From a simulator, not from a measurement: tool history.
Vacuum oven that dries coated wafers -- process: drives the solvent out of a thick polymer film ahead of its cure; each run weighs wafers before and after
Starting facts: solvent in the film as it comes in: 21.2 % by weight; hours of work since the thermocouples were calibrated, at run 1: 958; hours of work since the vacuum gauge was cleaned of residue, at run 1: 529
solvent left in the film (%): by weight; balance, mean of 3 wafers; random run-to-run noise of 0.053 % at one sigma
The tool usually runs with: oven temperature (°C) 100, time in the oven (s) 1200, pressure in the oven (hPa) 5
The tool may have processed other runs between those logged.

run     day  oven temperature (°C)  time in the oven (s)  pressure in the oven (hPa)  hours of work since the thermocouples were calibrated  hours of work since the vacuum gauge was cleaned of residue  solvent left in the film (%)
  1       0                    100                  1200                           5                                                    958                                                          529                          2.37
  2   2.592                    100                  1200                        7.02                                                   1003                                                          574                          2.62
      3.796  -- oven's thermocouples calibrated
  3   6.108                    100                  1200                        7.02                                                     40                                                          633                          2.17
  4   9.554                    100                  1200                        7.02                                                    100                                                          693                          2.15
  5  11.188                    100                  1200                        7.02                                                    128                                                          721                          2.15
     11.579  -- vacuum gauge cleaned of residue and calibrated
  6  13.288                    100                  1200                        7.02                                                    163                                                           30                          2.37
  7  16.846                    100                   960                           5                                                    224                                                           91                          3.03
  8  19.167                     93                  2100                       16.07                                                    265                                                          131                          3.09
  9  21.171                    106                  1200                         6.8                                                    299                                                          166                          1.24
 10  23.912                     91                  1020                        4.22                                                    347                                                          213                          6.78
 11  27.033                     91                  1020                        4.22                                                    401                                                          267                          6.78
     30.492  -- vacuum gauge cleaned of residue and calibrated, once more
 12  30.675                    115                   780                        4.22                                                    462                                                            3                          0.37
 13  32.488                    115                   780                        6.43                                                    494                                                           35                          0.55
 14  35.529                     93                   780                       12.98                                                    546                                                           87                          7.68

Alternative continuations, all from the tool just after run 14; predict every row:
  A  38.375                     97                   840                       12.98                                                    596                                                          136                             ?
  B  38.375                     88                  1200                           5                                                    596                                                          136                             ?
  C  38.375                    100                  1380                        9.49                                                    596                                                          136                             ?

run  solvent left in the film (%)
  A                          5.48
  B                          7.12
  C                          1.94
With the hidden condition removed and each run's random variation left untouched, the same runs would have given:
run  solvent left in the film (%)
  A                          5.08
  B                          6.65
  C                           1.7
